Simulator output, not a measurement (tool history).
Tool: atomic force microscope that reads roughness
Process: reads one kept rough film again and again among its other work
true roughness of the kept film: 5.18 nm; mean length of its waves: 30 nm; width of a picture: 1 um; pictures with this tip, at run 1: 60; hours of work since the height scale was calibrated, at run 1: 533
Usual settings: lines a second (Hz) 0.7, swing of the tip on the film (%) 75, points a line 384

run   hour  lines a second (Hz)  swing of the tip on the film (%)  points a line  pictures with this tip  hours of work since the height scale was calibrated  roughness of the kept film (nm (root mean square))
  1      0                  0.7                                75            384                      60                                                  533                                               2.684
         5  -- new tip fitted
      38.3  -- new tip fitted
  2     53                  0.7                                75            384                      30                                                  574                                               3.169
      73.1  -- new tip fitted
  3   90.1                  0.7                                75            384                      35                                                  603                                               3.146
     109.7  -- new tip fitted
  4  121.2                  0.7                                75            384                      24                                                  628                                               3.342
     143.5  -- new tip fitted
  5  170.2                0.864                                75            384                      55                                                  666                                               2.721
     178.3  -- new tip fitted
     211.4  -- new tip fitted
  6  219.1                0.864                                75            384                      15                                                  704                                               3.584
     246.3  -- new tip fitted
  7  254.6                0.864                                75            384                      17                                                  732                                               3.445

The next listed run, before its measurement:
     283.6  -- new tip fitted
  8  308.4                0.864                                75            384                      51                                                  775                                                   ?

{"run 8": {"roughness of the kept film (nm (root mean square))": 2.824}}
Without the tool's hidden state the same run would have given roughness of the kept film (nm (root mean square)) 3.993.
